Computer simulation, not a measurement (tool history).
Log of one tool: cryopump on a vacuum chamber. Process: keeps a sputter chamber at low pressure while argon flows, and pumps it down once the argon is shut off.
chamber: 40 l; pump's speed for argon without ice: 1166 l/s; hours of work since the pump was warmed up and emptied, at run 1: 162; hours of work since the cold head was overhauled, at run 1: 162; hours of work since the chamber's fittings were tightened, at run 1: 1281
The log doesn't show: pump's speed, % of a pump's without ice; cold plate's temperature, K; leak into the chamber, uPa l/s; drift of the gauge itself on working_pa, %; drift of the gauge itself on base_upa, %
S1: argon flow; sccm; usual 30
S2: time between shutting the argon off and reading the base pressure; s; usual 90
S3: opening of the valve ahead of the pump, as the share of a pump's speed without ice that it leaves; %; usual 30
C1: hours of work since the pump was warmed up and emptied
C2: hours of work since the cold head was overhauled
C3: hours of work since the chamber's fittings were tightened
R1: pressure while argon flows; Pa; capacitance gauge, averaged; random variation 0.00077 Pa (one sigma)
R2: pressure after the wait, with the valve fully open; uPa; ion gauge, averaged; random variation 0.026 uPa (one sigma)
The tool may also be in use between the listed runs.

run,day,S1,S2,S3,C1,C2,C3,R1,R2
1,0,30,90,30,162,162,1281,0.1475,2.47
2,1.096,30,90,30,173,173,1291,0.1475,2.41
3,2.212,30,90,30,184,184,1302,0.1466,2.48
4,3.871,30,252,30,199,199,1318,0.1457,1.93
5,4.733,30,90,30,208,208,1326,0.1477,2.57
6,5.725,30,90,30,217,217,1336,0.1466,2.55
7,6.867,30,90,30,228,228,1347,0.147,2.55
8,8.204,30,90,30,241,241,1360,0.1479,2.56
9,8.983,30,90,30,249,249,1367,0.1471,2.53
10,10.279,30,90,30,261,261,1380,0.1486,2.55
11,11.471,30,90,30,272,272,1391,0.1479,2.57
12,12.379,30,90,30,281,281,1400,0.1477,2.6
13,13.275,30,90,30,290,290,1408,0.1494,2.68
14,14.867,30,90,30,305,305,1424,0.1473,2.68
15,16.512,30,90,30,321,321,1440,0.1488,2.67
16,17.6,15,62,30,331,331,1450,0.0747,3.11
17,18.988,15,293,30,345,345,1463,0.0744,2.1
18,19.904,21,90,36,353,353,1472,0.0871,2.72
19,21.05,21,90,36,365,365,1483,0.0875,2.83
20,22.342,30,90,30,377,377,1496,0.1518,2.76
21,24.083,21,267,29,394,394,1512,0.1084,2.22
22,24.925,21,27,29,402,402,1520,0.1076,4.83
23,26.075,25,90,20,413,413,1531,0.186,2.81
24,27.062,25,40,32,422,422,1541,0.1178,3.97
25,27.929,16,70,30,431,431,1549,0.0806,3.1
26,29.504,30,119,30,446,446,1564,0.1503,2.7

Forecast each of these 4 alternatives for the next run:
A,30.888,20,242,41,459,459,1578,?,?
B,30.888,15,90,32,459,459,1578,?,?
C,30.888,12,119,30,459,459,1578,?,?
D,30.888,33,44,28,459,459,1578,?,?

run,R1,R2
A,0.0741,2.27
B,0.0705,2.97
C,0.061,2.64
D,0.1775,3.8
Without the tool's hidden state the same runs would have given:
run,R1,R2
A,0.0701,0.55
B,0.0675,1.18
C,0.0586,0.9
D,0.1709,2.04

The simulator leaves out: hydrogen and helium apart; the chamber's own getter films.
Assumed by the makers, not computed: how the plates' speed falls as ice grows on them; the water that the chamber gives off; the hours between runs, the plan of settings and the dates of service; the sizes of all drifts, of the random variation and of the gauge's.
